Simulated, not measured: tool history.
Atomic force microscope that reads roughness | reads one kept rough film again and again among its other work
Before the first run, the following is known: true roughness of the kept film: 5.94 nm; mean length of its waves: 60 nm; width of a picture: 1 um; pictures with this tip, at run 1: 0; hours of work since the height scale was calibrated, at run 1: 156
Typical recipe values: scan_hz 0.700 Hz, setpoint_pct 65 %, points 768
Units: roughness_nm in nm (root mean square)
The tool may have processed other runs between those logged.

run     day  scan_hz  setpoint_pct  points  pictures with this tip  hours of work since the height scale was calibrated  roughness_nm
  1   0.000    0.700            65     768                       0                                                  156         5.600
  2   2.329    0.700            65     768                      55                                                  182         5.283
  3   4.029    0.700            65     768                      96                                                  200         5.132
      4.425  -- new tip fitted
  4   6.596    0.700            57     768                      51                                                  228         5.350
      8.933  -- new tip fitted
  5   8.933    2.693            65     768                       0                                                  253         5.338
  6  10.421    1.702            65     768                      35                                                  270         5.303
     10.683  -- height scale calibrated on a step standard
  7  12.942    1.702            65     768                      94                                                   25         5.014
     13.521  -- new tip fitted
  8  14.271    1.702            65     768                      18                                                   39         5.378
  9  15.375    2.107            65     298                      44                                                   51         5.202
     16.896  -- height scale calibrated on a step standard, once more
 10  17.862    2.107            65     298                     102                                                   11         4.952
     18.033  -- new tip fitted
 11  20.429    2.237            65     329                      57                                                   39         5.102
     22.442  -- new tip fitted
 12  22.579    2.237            65     329                       3                                                   62         5.374
 13  24.042    1.616            69     879                      38                                                   78         5.216
 14  26.350    1.616            69     879                      93                                                  103         5.007
     26.883  -- new tip fitted
 15  28.317    0.510            62     812                      34                                                  125         5.422
 16  29.942    1.583            64     843                      72                                                  142         5.125

Pick out some run-to-run changes in roughness_nm. Of each, how much would a tool without hidden state show as well, from the settings, what came in and chance, and how much is left for the hidden state and any gauge scatter not in both results compared?
Hidden conditions of the tool in this case: radius of the tip, nm; height scale over the true one, %; drift of the gauge itself on roughness_nm, %.
Run 7 -> 8: new tip fitted. roughness_nm +0.364 nm (root mean square): hidden state +0.352, all else +0.012.
Run 14 -> 15: scan_hz 1.616 -> 0.510, setpoint_pct 69 -> 62, points 879 -> 812, new tip fitted. roughness_nm +0.415 nm (root mean square): hidden state +0.222, all else +0.193.
